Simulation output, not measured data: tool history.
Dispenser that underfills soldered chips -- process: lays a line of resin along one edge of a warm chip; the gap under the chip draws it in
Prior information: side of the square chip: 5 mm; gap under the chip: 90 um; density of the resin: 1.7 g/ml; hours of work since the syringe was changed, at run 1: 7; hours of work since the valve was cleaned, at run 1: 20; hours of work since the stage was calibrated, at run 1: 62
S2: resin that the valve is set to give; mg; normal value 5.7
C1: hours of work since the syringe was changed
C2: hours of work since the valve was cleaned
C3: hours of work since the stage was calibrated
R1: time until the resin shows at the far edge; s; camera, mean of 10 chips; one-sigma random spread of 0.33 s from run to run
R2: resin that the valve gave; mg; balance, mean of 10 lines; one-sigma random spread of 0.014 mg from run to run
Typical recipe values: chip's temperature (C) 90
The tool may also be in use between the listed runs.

run 1 hour=0 | chip's_temperature_(C)=90 S2=5.7 | C1=7 C2=20 C3=62 | R1=21.7 R2=5.64
run 2 hour=4 | chip's_temperature_(C)=86 S2=5.7 | C1=10 C2=23 C3=65 | R1=31.6 R2=5.62
-- hour=5.8 new syringe of resin
run 3 hour=8.2 | chip's_temperature_(C)=96 S2=5.7 | C1=2 C2=25 C3=68 | R1=11.1 R2=5.65
run 4 hour=15.4 | chip's_temperature_(C)=96 S2=4.8 | C1=7 C2=30 C3=73 | R1=17.4 R2=4.74
run 5 hour=20.3 | chip's_temperature_(C)=96 S2=4.8 | C1=10 C2=34 C3=76 | R1=21.9 R2=4.74
-- hour=21.7 new syringe of resin
run 6 hour=28.7 | chip's_temperature_(C)=90 S2=6.22 | C1=5 C2=39 C3=82 | R1=18.2 R2=6.09
run 7 hour=35.3 | chip's_temperature_(C)=90 S2=6.22 | C1=9 C2=44 C3=86 | R1=26.8 R2=6.1
-- hour=37.5 new syringe of resin
run 8 hour=42.9 | chip's_temperature_(C)=90 S2=6.22 | C1=4 C2=49 C3=91 | R1=16.8 R2=6.1
run 9 hour=48.5 | chip's_temperature_(C)=90 S2=5.74 | C1=8 C2=53 C3=95 | R1=22.6 R2=5.59
-- hour=53.4 new syringe of resin
run 10 hour=54.3 | chip's_temperature_(C)=90 S2=5.74 | C1=1 C2=57 C3=99 | R1=12.9 R2=5.59
run 11 hour=58.3 | chip's_temperature_(C)=90 S2=5.74 | C1=3 C2=60 C3=102 | R1=16.4 R2=5.61
run 12 hour=64.4 | chip's_temperature_(C)=90 S2=5.74 | C1=8 C2=64 C3=106 | R1=22.9 R2=5.61
-- hour=68.9 new syringe of resin
run 13 hour=68.9 | chip's_temperature_(C)=90 S2=5.74 | C1=0 C2=67 C3=109 | R1=12.2 R2=5.57
run 14 hour=76.6 | chip's_temperature_(C)=90 S2=5.7 | C1=5 C2=72 C3=114 | R1=18.2 R2=5.5
run 15 hour=82.5 | chip's_temperature_(C)=90 S2=5.44 | C1=9 C2=76 C3=118 | R1=26 R2=5.24
-- hour=84.7 new syringe of resin
-- hour=87.3 dispensing valve cleaned and set on the balance
run 16 hour=90.1 | chip's_temperature_(C)=90 S2=6.71 | C1=3 C2=2 C3=123 | R1=15.7 R2=6.71
run 17 hour=96.7 | chip's_temperature_(C)=90 S2=6.71 | C1=8 C2=7 C3=127 | R1=22.6 R2=6.68
-- hour=101.2 new syringe of resin
run 18 hour=104.1 | chip's_temperature_(C)=90 S2=6.71 | C1=2 C2=11 C3=132 | R1=14.5 R2=6.66
run 19 hour=107.7 | chip's_temperature_(C)=90 S2=6.71 | C1=4 C2=14 C3=135 | R1=17.5 R2=6.68
run 20 hour=114.4 | chip's_temperature_(C)=90 S2=6.71 | C1=9 C2=19 C3=139 | R1=25.6 R2=6.63
-- hour=117.1 new syringe of resin
run 21 hour=120.3 | chip's_temperature_(C)=87 S2=5.7 | C1=2 C2=22 C3=143 | R1=17 R2=5.63

For run 22, what comes out?
run 22 hour=126 | chip's_temperature_(C)=90 S2=5.7 | C1=6 C2=26 C3=147 | R1=? R2=?

R1: 20.6 s
R2: 5.64 mg
Minus the tool's unlogged condition, the same run would have read R1 13.1 s, R2 5.72 mg.

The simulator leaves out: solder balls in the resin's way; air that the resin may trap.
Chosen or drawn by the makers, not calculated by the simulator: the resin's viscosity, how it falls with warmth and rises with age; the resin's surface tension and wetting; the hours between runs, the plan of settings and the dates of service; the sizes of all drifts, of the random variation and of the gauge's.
